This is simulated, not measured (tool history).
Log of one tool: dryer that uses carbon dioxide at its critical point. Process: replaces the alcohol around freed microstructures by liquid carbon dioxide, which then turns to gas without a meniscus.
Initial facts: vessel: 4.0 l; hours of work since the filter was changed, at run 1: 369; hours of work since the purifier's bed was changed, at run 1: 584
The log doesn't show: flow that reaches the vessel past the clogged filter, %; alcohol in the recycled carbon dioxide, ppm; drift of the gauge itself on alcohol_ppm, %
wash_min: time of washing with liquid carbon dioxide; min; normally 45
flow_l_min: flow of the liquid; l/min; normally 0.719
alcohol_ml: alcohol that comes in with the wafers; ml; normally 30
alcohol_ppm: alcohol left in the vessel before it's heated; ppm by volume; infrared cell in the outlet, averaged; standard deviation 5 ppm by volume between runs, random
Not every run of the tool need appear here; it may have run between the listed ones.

| run | hour | wash_min | flow_l_min | alcohol_ml | hours of work since the filter was changed | hours of work since the purifier's bed was changed | alcohol_ppm |
|---|---|---|---|---|---|---|---|
| 1 | 0 | 45 | 0.719 | 30 | 369 | 584 | 66 |
| 2 | 53.2 | 45 | 0.719 | 27 | 403 | 619 | 59 |
| 3 | 88 | 45 | 0.719 | 27 | 426 | 642 | 71 |
| 4 | 159 | 45 | 0.719 | 27 | 473 | 688 | 78 |
| 5 | 216.5 | 45 | 0.719 | 30 | 510 | 726 | 91 |
|  | 255.1 | inlet filter changed |
| 6 | 277.6 | 45 | 0.719 | 30 | 15 | 765 | 74 |
| 7 | 320.8 | 45 | 0.719 | 30 | 43 | 794 | 95 |
| 8 | 364.8 | 45 | 0.719 | 30 | 72 | 823 | 88 |
| 9 | 427.2 | 45 | 0.719 | 30 | 113 | 863 | 88 |
| 10 | 471.2 | 45 | 0.719 | 30 | 142 | 892 | 92 |
|  | 513.7 | purifier's bed changed |
| 11 | 537.4 | 63 | 0.719 | 30 | 183 | 16 | 0 |
| 12 | 604.4 | 63 | 0.719 | 30 | 227 | 59 | 14 |
| 13 | 660.6 | 45 | 0.719 | 20 | 264 | 96 | 18 |
| 14 | 730.9 | 45 | 0.719 | 20 | 310 | 142 | 19 |
| 15 | 795.3 | 45 | 0.719 | 20 | 352 | 184 | 32 |
| 16 | 852.6 | 45 | 0.719 | 20 | 389 | 222 | 31 |
| 17 | 889.7 | 33 | 0.719 | 30 | 414 | 246 | 80 |
| 18 | 961.8 | 33 | 0.719 | 30 | 461 | 294 | 87 |
| 19 | 1025.8 | 37 | 0.882 | 35 | 503 | 336 | 39 |
|  | 1072.8 | inlet filter changed |
| 20 | 1083.3 | 45 | 0.989 | 35 | 7 | 372 | 35 |
| 21 | 1138.8 | 29 | 0.719 | 30 | 43 | 409 | 110 |
| 22 | 1172.3 | 46 | 0.656 | 30 | 65 | 431 | 62 |
| 23 | 1205.4 | 61 | 0.55 | 86 | 87 | 453 | 70 |
| 24 | 1273.9 | 34 | 0.776 | 30 | 132 | 497 | 72 |
| 25 | 1345.6 | 70 | 0.673 | 35 | 179 | 544 | 59 |
| 26 | 1384 | 70 | 0.673 | 35 | 204 | 569 | 66 |
| 27 | 1417.3 | 70 | 0.673 | 35 | 226 | 591 | 72 |
| 28 | 1463.3 | 70 | 1.147 | 24 | 256 | 621 | 65 |
| 29 | 1514.8 | 44 | 0.55 | 24 | 290 | 655 | 103 |
| 30 | 1567 | 45 | 0.945 | 23 | 324 | 689 | 72 |
| 31 | 1631.9 | 45 | 0.945 | 22 | 366 | 732 | 75 |
| 32 | 1682.3 | 27 | 0.669 | 24 | 399 | 765 | 211 |
| 33 | 1713.9 | 43 | 0.719 | 105 | 420 | 786 | 115 |

Each run again, without the hidden state but with its own random variation kept:
| run | alcohol_ppm |
|---|---|
| 1 | 9 |
| 2 | 0 |
| 3 | 8 |
| 4 | 11 |
| 5 | 19 |
| 6 | 6 |
| 7 | 22 |
| 8 | 12 |
| 9 | 5 |
| 10 | 7 |
| 11 | 0 |
| 12 | 7 |
| 13 | 6 |
| 14 | 3 |
| 15 | 11 |
| 16 | 7 |
| 17 | 37 |
| 18 | 35 |
| 19 | 1 |
| 20 | 0 |
| 21 | 68 |
| 22 | 20 |
| 23 | 26 |
| 24 | 24 |
| 25 | 7 |
| 26 | 10 |
| 27 | 16 |
| 28 | 5 |
| 29 | 33 |
| 30 | 6 |
| 31 | 6 |
| 32 | 104 |
| 33 | 24 |
